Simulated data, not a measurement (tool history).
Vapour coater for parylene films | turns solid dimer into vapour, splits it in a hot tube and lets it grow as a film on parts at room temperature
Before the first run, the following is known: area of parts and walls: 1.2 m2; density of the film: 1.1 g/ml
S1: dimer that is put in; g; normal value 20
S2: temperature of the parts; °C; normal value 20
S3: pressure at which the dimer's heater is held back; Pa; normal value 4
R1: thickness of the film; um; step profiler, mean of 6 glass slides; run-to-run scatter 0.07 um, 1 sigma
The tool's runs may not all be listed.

run	day	S1	S2	S3	R1
1	0	20	20	4	8.28
2	0.562	20	20	4	8.36
3	1.012	29	20	4	12.12
4	1.525	20	20	4	8.37
5	1.962	20	20	4	8.28
6	2.629	20	20	4	8.12
7	3.329	20	20	4	8.32
8	3.733	20	20	4	8.25
9	4.062	20	20	10.07	7.13
10	4.35	20	20	10.07	7.12
11	5.05	20	20	4.82	8.04
12	5.688	20	20	4.82	7.97
13	6.117	20	20	4.82	8.01
14	6.704	20	20	6.94	7.47
15	7.029	20	20	6.94	7.52
16	7.379	15	20	4	6.13
17	7.771	15	20	4	6.2
18	8.204	15	20	4	6.13
19	8.558	15	20	4	6.19
20	9.229	15	20	4	6.12
# day 9.296: table's thermometer calibrated
21	9.879	19	20	4	7.73
22	10.267	20	20	4	8.16
23	10.646	20	20	4	8.12
24	11.008	20	20	4	8.1
25	11.617	8	28	4	2.42
26	12.125	20	13	2.49	11.23
27	12.412	20	16	2.4	10.19
28	12.925	19	29	8.99	4.86
# day 13.108: table's thermometer calibrated, once more
29	13.321	19	29	8.99	4.91
30	13.904	19	29	8.99	4.89
31	14.342	19	29	11.53	4.65
32	14.942	20	20	2.5	9.01
33	15.488	20	20	4.59	8.02
34	15.983	20	20	4.59	7.86
35	16.483	32	20	4.27	12.62
36	17.067	16	29	4.27	4.68
37	17.729	20	20	6.33	7.51
38	18.333	20	20	6.33	7.6
39	18.9	9	24	7.21	2.85
40	19.575	18	28	2.7	5.82
41	19.879	18	28	2.7	5.83
42	20.238	10	14	6.84	4.5
43	20.804	9	13	7.15	4.25
44	21.433	22	13	10.82	9.88
45	22.117	22	13	10.82	9.63
46	22.65	20	15	4	9.48

Some steps in R1, run to run, broken into two amounts with sign: the step expected even without the hidden condition (settings, incoming material, random variation), and the rest, left for the hidden condition together with whatever gauge scatter is not in both the measured and the hidden-condition-free result:
The hidden state here: vapour lost through the trap's worn valve, %; true temperature of the parts over the reading, C; drift of the gauge itself on film_um, %.
Run 24 -> 25: S1 20 -> 8, S2 20 -> 28. R1 -5.68 um: hidden state +0.22, all else -5.9.
Run 25 -> 26: S1 8 -> 20, S2 28 -> 13, S3 4 -> 2.49. R1 +8.81 um: hidden state -0.36, all else +9.17.
Run 35 -> 36: S1 32 -> 16, S2 20 -> 29. R1 -7.94 um: hidden state +0.3, all else -8.24.
Run 43 -> 44: S1 9 -> 22, S3 7.15 -> 10.82. R1 +5.63 um: hidden state -0.28, all else +5.91.

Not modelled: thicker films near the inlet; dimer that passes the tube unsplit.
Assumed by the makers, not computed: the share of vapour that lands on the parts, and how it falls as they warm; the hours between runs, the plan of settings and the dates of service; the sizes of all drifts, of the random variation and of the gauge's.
